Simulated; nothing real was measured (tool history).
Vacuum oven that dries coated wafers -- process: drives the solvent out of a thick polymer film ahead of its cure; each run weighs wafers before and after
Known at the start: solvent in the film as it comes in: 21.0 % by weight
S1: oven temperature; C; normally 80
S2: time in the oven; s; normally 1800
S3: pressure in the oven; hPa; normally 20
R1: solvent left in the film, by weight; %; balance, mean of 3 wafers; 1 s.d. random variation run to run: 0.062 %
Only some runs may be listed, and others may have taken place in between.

| run | hour | S1 | S2 | S3 | R1 |
|---|---|---|---|---|---|
| 1 | 0 | 80 | 1800 | 20 | 4.22 |
| 2 | 53.3 | 80 | 1800 | 20 | 4.1 |
| 3 | 91.3 | 80 | 1800 | 20 | 4.13 |
| 4 | 145.4 | 80 | 1800 | 20 | 4.25 |
| 5 | 201.5 | 80 | 1800 | 20 | 4.26 |
| 6 | 235.7 | 80 | 1800 | 20 | 4.18 |
| 7 | 270.3 | 80 | 1800 | 20 | 4.37 |
| 8 | 310.2 | 80 | 1800 | 20 | 4.23 |
| 9 | 340.2 | 80 | 1800 | 20 | 4.3 |
| 10 | 368.6 | 80 | 1800 | 20 | 4.45 |
| 11 | 419 | 80 | 1020 | 20 | 7.61 |
|  | 461.1 | vacuum gauge cleaned of residue and calibrated |
| 12 | 480.5 | 80 | 1020 | 20 | 7.43 |
| 13 | 525.6 | 80 | 1020 | 20 | 7.46 |
| 14 | 580.2 | 80 | 1020 | 20 | 7.61 |
|  | 584.8 | oven's thermocouples calibrated |
| 15 | 634.9 | 80 | 1020 | 20 | 7.61 |
| 16 | 682.2 | 74 | 960 | 22.6 | 10.99 |
|  | 715.2 | oven's thermocouples calibrated, once more |
| 17 | 721.7 | 94 | 1800 | 20 | 0.8 |
| 18 | 780.7 | 77 | 960 | 73.7 | 10.62 |
| 19 | 828 | 77 | 960 | 73.7 | 10.67 |
| 20 | 865.3 | 86 | 1800 | 32.6 | 2.39 |
| 21 | 891.1 | 80 | 2340 | 11.2 | 2.31 |
| 22 | 950.4 | 92 | 960 | 20 | 2.45 |
| 23 | 1004.3 | 80 | 2880 | 10 | 1.57 |
| 24 | 1030.2 | 77 | 2640 | 12.4 | 2.84 |
| 25 | 1056.5 | 77 | 2640 | 12.4 | 2.76 |
| 26 | 1094.1 | 80 | 1980 | 33.4 | 4.04 |
| 27 | 1145.3 | 83 | 3180 | 20 | 1.32 |
| 28 | 1199.1 | 77 | 1440 | 67.9 | 8.64 |
| 29 | 1228.6 | 77 | 1440 | 19 | 6.63 |

Branching from run 29: 5 alternative next runs. What would each branch give?
| A | 1261.6 | 92 | 2280 | 11.1 | ? |
| B | 1261.6 | 89 | 1800 | 10.1 | ? |
| C | 1261.6 | 72 | 1860 | 33.7 | ? |
| D | 1261.6 | 81 | 1800 | 20 | ? |
| E | 1261.6 | 80 | 1320 | 26.3 | ? |

| run | R1 |
|---|---|
| A | 0.54 |
| B | 0.96 |
| C | 8.28 |
| D | 3.69 |
| E | 5.88 |
Stripped of hidden state, with their random variation kept, the same runs would have yielded:
| run | R1 |
|---|---|
| A | 0.48 |
| B | 0.84 |
| C | 7.95 |
| D | 3.43 |
| E | 5.58 |

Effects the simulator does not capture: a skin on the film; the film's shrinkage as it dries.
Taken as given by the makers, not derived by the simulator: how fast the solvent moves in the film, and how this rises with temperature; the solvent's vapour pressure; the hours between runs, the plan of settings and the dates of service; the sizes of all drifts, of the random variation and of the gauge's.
